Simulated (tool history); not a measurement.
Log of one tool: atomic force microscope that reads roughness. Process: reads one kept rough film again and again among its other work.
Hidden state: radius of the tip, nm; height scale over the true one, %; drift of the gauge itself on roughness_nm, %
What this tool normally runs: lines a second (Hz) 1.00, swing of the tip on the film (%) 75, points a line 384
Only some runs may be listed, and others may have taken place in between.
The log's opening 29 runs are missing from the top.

run,hour,lines a second (Hz),swing of the tip on the film (%),points a line,pictures with this tip,hours of work since the height scale was calibrated,roughness of the kept film (nm (root mean square))
30,454.9,1.00,61,384,48,634,1.970
# hour 464.3: new tip fitted
31,465.2,3.16,75,384,2,640,1.730
32,485.4,0.82,67,474,38,654,1.974
# hour 498.4: new tip fitted
33,503.4,1.19,75,373,9,666,1.964
34,523.6,0.50,69,455,46,679,1.999
# hour 532.6: new tip fitted
35,545.6,1.70,69,820,24,694,1.917
36,558.7,1.00,73,384,48,703,1.886
# hour 567.6: new tip fitted
37,570.7,2.39,73,319,6,710,1.834
38,584.0,2.05,69,716,30,719,1.868
# hour 601.5: new tip fitted
39,603.3,1.52,88,728,3,732,1.760
40,615.3,1.37,87,384,25,740,1.724
41,633.1,1.37,87,384,57,752,1.649
# hour 636.4: new tip fitted
42,649.7,2.95,89,269,24,763,1.402

Here are 3 independent what-if runs from the current tool condition. What would each one return?
A,667.8,3.99,75,631,57,775,?
B,667.8,1.04,89,269,57,775,?
C,667.8,2.28,86,384,57,775,?

run,roughness of the kept film (nm (root mean square))
A,1.496
B,1.698
C,1.501
The same runs, with their run-to-run variation unchanged, on a tool lacking any hidden condition would have given:
run,roughness of the kept film (nm (root mean square))
A,1.661
B,1.885
C,1.667
